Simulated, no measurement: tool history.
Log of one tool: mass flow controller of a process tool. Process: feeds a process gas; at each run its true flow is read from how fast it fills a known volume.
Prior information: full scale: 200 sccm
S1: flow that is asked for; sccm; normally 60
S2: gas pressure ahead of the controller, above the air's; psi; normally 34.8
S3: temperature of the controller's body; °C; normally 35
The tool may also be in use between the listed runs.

Run 1, day 0: usual settings. Result: true flow (%) 95.59.
Run 2, day 2.367: usual settings but S3 28 °C. Result: true flow (%) 96.44.
Run 3, day 4.325: usual settings but S3 28 °C. Result: true flow (%) 96.44.
Run 4, day 6.104: usual settings but S1 145 sccm, S3 28 °C. Result: true flow (%) 98.78.
Run 5, day 8.125: usual settings but S1 145 sccm, S3 28 °C. Result: true flow (%) 98.92.
Run 6, day 10.125: usual settings but S1 145 sccm, S3 28 °C. Result: true flow (%) 98.78.
Run 7, day 12.962: usual settings but S1 145 sccm, S3 28 °C. Result: true flow (%) 98.78.
Run 8, day 15.762: usual settings but S1 145 sccm, S3 28 °C. Result: true flow (%) 98.77.
Run 9, day 17.704: usual settings. Result: true flow (%) 95.66.
Run 10, day 19.296: usual settings but S3 31 °C. Result: true flow (%) 96.
Run 11, day 22.021: usual settings but S3 31 °C. Result: true flow (%) 96.11.
Run 12, day 24.004: usual settings but S3 31 °C. Result: true flow (%) 96.06.
Run 13, day 25.7: usual settings. Result: true flow (%) 95.53.
Run 14, day 27.446: usual settings but S2 34.5 psi. Result: true flow (%) 95.64.
Run 15, day 29.442: usual settings but S1 157 sccm. Result: true flow (%) 98.37.
Run 16, day 32.462: usual settings but S3 28 °C. Result: true flow (%) 96.2.
Run 17, day 35.65: usual settings but S3 28 °C. Result: true flow (%) 96.27.
Run 18, day 37.929: usual settings but S1 93 sccm, S2 29 psi, S3 25 °C. Result: true flow (%) 98.13.
Run 19, day 40.45: usual settings but S1 93 sccm, S2 38.6 psi. Result: true flow (%) 96.59.
Run 20, day 43.325: usual settings but S1 38 sccm, S2 23.5 psi, S3 20 °C. Result: true flow (%) 95.97.
Run 21, day 45.417: usual settings but S1 138 sccm, S3 29 °C. Result: true flow (%) 98.52.
Run 22, day 46.767: usual settings but S1 86 sccm, S2 28.4 psi. Result: true flow (%) 96.82.
Run 23, day 49.55: usual settings but S1 29 sccm, S2 27 psi. Result: true flow (%) 92.87.
Run 24, day 51.45: usual settings but S1 29 sccm, S2 27 psi. Result: true flow (%) 92.79.
Run 25, day 53.542: usual settings but S1 29 sccm, S2 27 psi. Result: true flow (%) 92.73.
Run 26, day 55.354: usual settings but S1 145 sccm, S2 20.7 psi, S3 24 °C. Result: true flow (%) 99.78.
Run 27, day 56.988: usual settings but S1 49 sccm, S2 23.5 psi, S3 22 °C. Result: true flow (%) 96.72.
Run 28, day 58.721: usual settings but S1 28 sccm. Result: true flow (%) 92.23.
Run 29, day 60.658: usual settings but S1 28 sccm. Result: true flow (%) 92.27.
Run 30, day 63.867: usual settings but S1 39 sccm, S2 31.6 psi. Result: true flow (%) 93.97.
Run 31, day 66.729: usual settings but S1 39 sccm, S2 31.6 psi. Result: true flow (%) 93.99.
Run 32, day 69.812: usual settings but S1 39 sccm, S2 31.6 psi. Result: true flow (%) 93.92.
Run 33, day 71.325: usual settings but S1 51 sccm, S2 31.6 psi, S3 21 °C. Result: true flow (%) 96.7.

Consider 4 possible next runs. They are alternatives, not a sequence: every one starts from the tool as it was left by run 33. What does each give?
Run A, day 74.262: usual settings but S1 20 sccm, S3 37 °C. Result: true flow (%) ?.
Run B, day 74.262: usual settings but S1 51 sccm, S2 31.6 psi, S3 34 °C. Result: true flow (%) ?.
Run C, day 74.262: usual settings but S1 180 sccm, S2 31.6 psi, S3 32 °C. Result: true flow (%) ?.
Run D, day 74.262: usual settings but S1 27 sccm. Result: true flow (%) ?.

run  true flow (%)
  A          89.56
  B          95.08
  C          99.26
  D           91.8
The same runs, with their run-to-run variation unchanged, on a tool lacking any hidden condition would have given:
run  true flow (%)
  A          95.74
  B          96.68
  C          98.74
  D          96.02
